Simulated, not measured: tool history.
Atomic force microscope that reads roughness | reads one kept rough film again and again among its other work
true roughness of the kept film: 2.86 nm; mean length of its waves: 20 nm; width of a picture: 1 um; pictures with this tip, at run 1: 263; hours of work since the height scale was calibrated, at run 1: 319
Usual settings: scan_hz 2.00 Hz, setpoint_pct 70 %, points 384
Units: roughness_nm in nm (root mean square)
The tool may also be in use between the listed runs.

| run | day | scan_hz | setpoint_pct | points | pictures with this tip | hours of work since the height scale was calibrated | roughness_nm |
|---|---|---|---|---|---|---|---|
| 1 | 0.000 | 2.00 | 70 | 384 | 263 | 319 | 2.262 |
| 2 | 0.350 | 0.55 | 70 | 384 | 273 | 324 | 2.407 |
| 3 | 0.708 | 0.55 | 70 | 384 | 282 | 330 | 2.403 |
| 4 | 1.267 | 0.55 | 70 | 384 | 297 | 339 | 2.394 |
| 5 | 1.750 | 2.00 | 70 | 384 | 310 | 346 | 2.246 |
| 6 | 2.346 | 2.00 | 70 | 384 | 326 | 355 | 2.241 |
|  | 2.667 | new tip fitted |
| 7 | 2.896 | 2.00 | 70 | 693 | 6 | 364 | 2.313 |
| 8 | 3.342 | 2.45 | 70 | 384 | 18 | 371 | 2.202 |
| 9 | 4.054 | 2.45 | 70 | 384 | 37 | 382 | 2.224 |
| 10 | 4.675 | 2.00 | 76 | 384 | 54 | 392 | 2.204 |
| 11 | 5.354 | 2.00 | 76 | 384 | 72 | 402 | 2.195 |
| 12 | 5.671 | 2.00 | 76 | 588 | 81 | 407 | 2.204 |
| 13 | 6.212 | 2.00 | 76 | 588 | 95 | 416 | 2.210 |
| 14 | 6.850 | 3.65 | 57 | 471 | 112 | 426 | 2.315 |
| 15 | 7.242 | 1.13 | 66 | 391 | 123 | 432 | 2.371 |
| 16 | 7.854 | 1.13 | 66 | 391 | 139 | 442 | 2.369 |
| 17 | 8.312 | 1.91 | 66 | 582 | 152 | 449 | 2.330 |
| 18 | 8.671 | 2.00 | 67 | 326 | 161 | 454 | 2.270 |
| 19 | 9.325 | 2.00 | 82 | 833 | 179 | 465 | 2.128 |
| 20 | 10.012 | 1.01 | 79 | 886 | 197 | 475 | 2.323 |
| 21 | 10.404 | 1.01 | 79 | 886 | 208 | 482 | 2.335 |
| 22 | 10.900 | 1.01 | 79 | 886 | 221 | 489 | 2.322 |
| 23 | 11.588 | 1.01 | 79 | 698 | 240 | 500 | 2.319 |

Forecast each of these 5 alternatives for the next run:
| A | 11.988 | 1.59 | 70 | 384 | 251 | 506 | ? |
| B | 11.988 | 1.34 | 76 | 527 | 251 | 506 | ? |
| C | 11.988 | 3.95 | 69 | 442 | 251 | 506 | ? |
| D | 11.988 | 1.95 | 64 | 341 | 251 | 506 | ? |
| E | 11.988 | 2.00 | 58 | 299 | 251 | 506 | ? |

| run | roughness_nm |
|---|---|
| A | 2.299 |
| B | 2.295 |
| C | 2.116 |
| D | 2.310 |
| E | 2.318 |
Without the tool's hidden state the same runs would have given:
| run | roughness_nm |
|---|---|
| A | 2.304 |
| B | 2.299 |
| C | 2.120 |
| D | 2.315 |
| E | 2.322 |
